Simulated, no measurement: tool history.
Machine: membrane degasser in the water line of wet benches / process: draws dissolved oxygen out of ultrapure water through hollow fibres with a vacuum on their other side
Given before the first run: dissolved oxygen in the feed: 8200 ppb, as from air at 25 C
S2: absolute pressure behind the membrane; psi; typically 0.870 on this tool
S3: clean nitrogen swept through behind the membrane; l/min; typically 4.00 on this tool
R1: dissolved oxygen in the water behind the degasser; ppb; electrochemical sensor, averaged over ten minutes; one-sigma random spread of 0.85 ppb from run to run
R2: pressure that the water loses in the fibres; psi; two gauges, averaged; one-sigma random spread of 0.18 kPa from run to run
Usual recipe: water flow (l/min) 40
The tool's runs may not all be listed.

run 1 day=0.000 | water_flow_(l/min)=40 S2=0.870 S3=4.00 | R1=81.3 R2=5.123
run 2 day=0.962 | water_flow_(l/min)=48 S2=0.870 S3=4.00 | R1=109.7 R2=6.164
run 3 day=2.225 | water_flow_(l/min)=44 S2=0.870 S3=4.00 | R1=97.5 R2=5.680
run 4 day=4.208 | water_flow_(l/min)=40 S2=0.870 S3=3.85 | R1=82.5 R2=5.158
run 5 day=5.767 | water_flow_(l/min)=26 S2=0.870 S3=4.00 | R1=46.4 R2=3.379
run 6 day=6.829 | water_flow_(l/min)=26 S2=0.870 S3=4.00 | R1=45.0 R2=3.375
run 7 day=8.367 | water_flow_(l/min)=26 S2=0.870 S3=4.00 | R1=45.1 R2=3.349
run 8 day=9.558 | water_flow_(l/min)=26 S2=0.870 S3=4.00 | R1=45.6 R2=3.376
run 9 day=11.612 | water_flow_(l/min)=26 S2=0.870 S3=4.00 | R1=46.1 R2=3.372
run 10 day=13.808 | water_flow_(l/min)=40 S2=0.870 S3=2.52 | R1=118.9 R2=5.169
run 11 day=15.825 | water_flow_(l/min)=40 S2=0.870 S3=2.52 | R1=114.3 R2=5.189
run 12 day=18.162 | water_flow_(l/min)=40 S2=1.198 S3=4.00 | R1=135.7 R2=5.208
run 13 day=19.229 | water_flow_(l/min)=40 S2=1.198 S3=4.00 | R1=132.8 R2=5.218
-- day=19.462 vacuum gauge calibrated
run 14 day=21.288 | water_flow_(l/min)=40 S2=1.198 S3=4.00 | R1=134.1 R2=5.166
run 15 day=23.058 | water_flow_(l/min)=40 S2=1.198 S3=4.00 | R1=135.1 R2=5.187
-- day=23.871 vacuum gauge calibrated, once more
run 16 day=25.446 | water_flow_(l/min)=40 S2=0.870 S3=4.00 | R1=80.9 R2=5.156
run 17 day=26.929 | water_flow_(l/min)=40 S2=0.870 S3=4.00 | R1=80.4 R2=5.198
run 18 day=28.267 | water_flow_(l/min)=40 S2=0.870 S3=4.00 | R1=81.0 R2=5.226
run 19 day=29.667 | water_flow_(l/min)=26 S2=1.584 S3=4.00 | R1=120.3 R2=3.397
run 20 day=30.867 | water_flow_(l/min)=26 S2=1.584 S3=4.00 | R1=120.3 R2=3.392
run 21 day=31.992 | water_flow_(l/min)=26 S2=1.584 S3=4.00 | R1=122.3 R2=3.388
run 22 day=34.171 | water_flow_(l/min)=26 S2=1.584 S3=4.00 | R1=120.0 R2=3.372
run 23 day=36.104 | water_flow_(l/min)=53 S2=0.870 S3=6.39 | R1=105.2 R2=6.892
run 24 day=37.767 | water_flow_(l/min)=45 S2=1.028 S3=3.37 | R1=144.2 R2=5.845
run 25 day=39.433 | water_flow_(l/min)=40 S2=0.960 S3=4.00 | R1=96.5 R2=5.165
run 26 day=40.804 | water_flow_(l/min)=40 S2=0.756 S3=4.00 | R1=63.0 R2=5.236
run 27 day=41.988 | water_flow_(l/min)=40 S2=0.756 S3=4.00 | R1=63.3 R2=5.236
run 28 day=44.117 | water_flow_(l/min)=40 S2=1.189 S3=4.00 | R1=131.4 R2=5.220
run 29 day=45.892 | water_flow_(l/min)=40 S2=1.189 S3=4.00 | R1=131.4 R2=5.158
run 30 day=47.533 | water_flow_(l/min)=40 S2=1.189 S3=4.00 | R1=132.8 R2=5.239
run 31 day=49.108 | water_flow_(l/min)=40 S2=1.189 S3=4.00 | R1=131.2 R2=5.153
run 32 day=50.508 | water_flow_(l/min)=34 S2=0.877 S3=2.72 | R1=91.4 R2=4.383
run 33 day=51.462 | water_flow_(l/min)=40 S2=1.970 S3=7.08 | R1=157.8 R2=5.234

A few steps of R1 between consecutive runs. Split each: what settings, incoming material and random variation would produce without the hidden state, and what is left over for the hidden state, along with gauge scatter present in only one of the two compared results (measured, and without hidden state):
Unlogged tool condition in this case: membrane still open, %; true pressure behind the membrane over the reading, kPa; air that leaks in behind the membrane, l/min; drift of the gauge itself on oxygen_ppb, %; drift of the gauge itself on loss_of_pressure_kpa, %.
Run 9 -> 10: water flow (l/min) 26 -> 40, S3 4.00 -> 2.52. R1 +72.8 ppb: hidden state +1.9, all else +70.9.
Run 15 -> 16: S2 1.198 -> 0.870, vacuum gauge calibrated, once more. R1 -54.2 ppb: hidden state -1.7, all else -52.5.
Run 22 -> 23: water flow (l/min) 26 -> 53, S2 1.584 -> 0.870, S3 4.00 -> 6.39. R1 -14.8 ppb: hidden state +3.4, all else -18.2.
Run 27 -> 28: S2 0.756 -> 1.189. R1 +68.1 ppb: hidden state +0.2, all else +67.9.
Run 32 -> 33: water flow (l/min) 34 -> 40, S2 0.877 -> 1.970, S3 2.72 -> 7.08. R1 +66.4 ppb: hidden state +0.7, all else +65.7.

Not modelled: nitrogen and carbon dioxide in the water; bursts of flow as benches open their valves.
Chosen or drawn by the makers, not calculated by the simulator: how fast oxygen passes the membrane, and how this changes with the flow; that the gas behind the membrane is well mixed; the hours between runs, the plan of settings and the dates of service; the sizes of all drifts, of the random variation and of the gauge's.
